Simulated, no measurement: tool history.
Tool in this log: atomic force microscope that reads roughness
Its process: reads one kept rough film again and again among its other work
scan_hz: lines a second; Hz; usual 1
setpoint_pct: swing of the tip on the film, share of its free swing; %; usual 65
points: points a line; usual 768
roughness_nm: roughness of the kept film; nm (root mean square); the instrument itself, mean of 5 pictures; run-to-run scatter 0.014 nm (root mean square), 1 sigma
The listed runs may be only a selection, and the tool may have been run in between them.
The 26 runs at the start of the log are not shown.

run 27 hour=275.4 | scan_hz=1.13 setpoint_pct=89 points=500 | roughness_nm=3.034
run 28 hour=288.9 | scan_hz=1 setpoint_pct=90 points=400 | roughness_nm=3.039
run 29 hour=297.8 | scan_hz=1 setpoint_pct=65 points=964 | roughness_nm=3.384
run 30 hour=308.5 | scan_hz=1 setpoint_pct=57 points=964 | roughness_nm=3.448
run 31 hour=318.9 | scan_hz=2.25 setpoint_pct=60 points=768 | roughness_nm=3.29
run 32 hour=331.9 | scan_hz=1.25 setpoint_pct=65 points=406 | roughness_nm=3.295
run 33 hour=340.6 | scan_hz=1.25 setpoint_pct=65 points=406 | roughness_nm=3.303
run 34 hour=355.4 | scan_hz=1.27 setpoint_pct=74 points=305 | roughness_nm=3.15
run 35 hour=365.6 | scan_hz=1.29 setpoint_pct=65 points=304 | roughness_nm=3.261
run 36 hour=375.5 | scan_hz=1.29 setpoint_pct=65 points=304 | roughness_nm=3.265

Alternative continuations, all from the tool just after run 36; predict every row:
run A hour=384.8 | scan_hz=0.67 setpoint_pct=77 points=697 | roughness_nm=?
run B hour=384.8 | scan_hz=0.84 setpoint_pct=79 points=407 | roughness_nm=?
run C hour=384.8 | scan_hz=3.94 setpoint_pct=65 points=417 | roughness_nm=?
run D hour=384.8 | scan_hz=1 setpoint_pct=79 points=417 | roughness_nm=?
run E hour=384.8 | scan_hz=1.74 setpoint_pct=65 points=768 | roughness_nm=?

run=A roughness_nm=3.329
run=B roughness_nm=3.236
run=C roughness_nm=3.007
run=D roughness_nm=3.195
run=E roughness_nm=3.299
With no hidden state in the tool, these same runs would have given:
run=A roughness_nm=3.344
run=B roughness_nm=3.25
run=C roughness_nm=3.021
run=D roughness_nm=3.21
run=E roughness_nm=3.313

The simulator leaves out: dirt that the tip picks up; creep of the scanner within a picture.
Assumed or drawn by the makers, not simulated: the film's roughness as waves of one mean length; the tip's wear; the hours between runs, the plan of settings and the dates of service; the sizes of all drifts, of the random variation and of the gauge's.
